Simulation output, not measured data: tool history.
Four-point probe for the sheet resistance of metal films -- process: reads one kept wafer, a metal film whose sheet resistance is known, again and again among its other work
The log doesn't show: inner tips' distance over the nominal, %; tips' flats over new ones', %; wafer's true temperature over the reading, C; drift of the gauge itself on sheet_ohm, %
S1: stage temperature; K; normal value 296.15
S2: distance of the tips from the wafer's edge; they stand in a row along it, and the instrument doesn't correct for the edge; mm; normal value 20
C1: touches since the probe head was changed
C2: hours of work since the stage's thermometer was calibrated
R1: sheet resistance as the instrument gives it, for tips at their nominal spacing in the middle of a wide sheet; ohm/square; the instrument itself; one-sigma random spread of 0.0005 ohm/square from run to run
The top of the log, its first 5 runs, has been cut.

run	hour	S1	S2	C1	C2	R1
6	71.8	296.15	20	5947	1874	2.533072
7	81.6	296.15	20	6283	1882	2.532186
8	100.7	296.15	20	6940	1897	2.533663
9	119.1	296.15	20	7574	1912	2.531882
10	138.8	296.15	20	8253	1928	2.532762
11	150.6	296.15	20	8659	1937	2.533159
12	161.8	296.15	22	9042	1946	2.532635
13	175.6	296.15	22	9517	1957	2.532115
14	191.1	296.15	22	10049	1969	2.531262
15	210.9	296.15	22	10732	1985	2.531552
16	220.5	296.15	22	11062	1992	2.532801
17	238.3	296.15	20	11675	2006	2.532955
18	251.2	296.15	20	12118	2017	2.532256
19	262.3	296.15	47	12498	2025	2.528264
20	275.4	296.15	47	12950	2036	2.527579

What does the tool deliver on the next run?
21	291.1	296.15	47	13490	2048	?

Run 21 produced R1 2.527941 ohm/square.
If the tool had no hidden condition, the same run with the same run-to-run variation would have returned R1 2.516604 ohm/square.
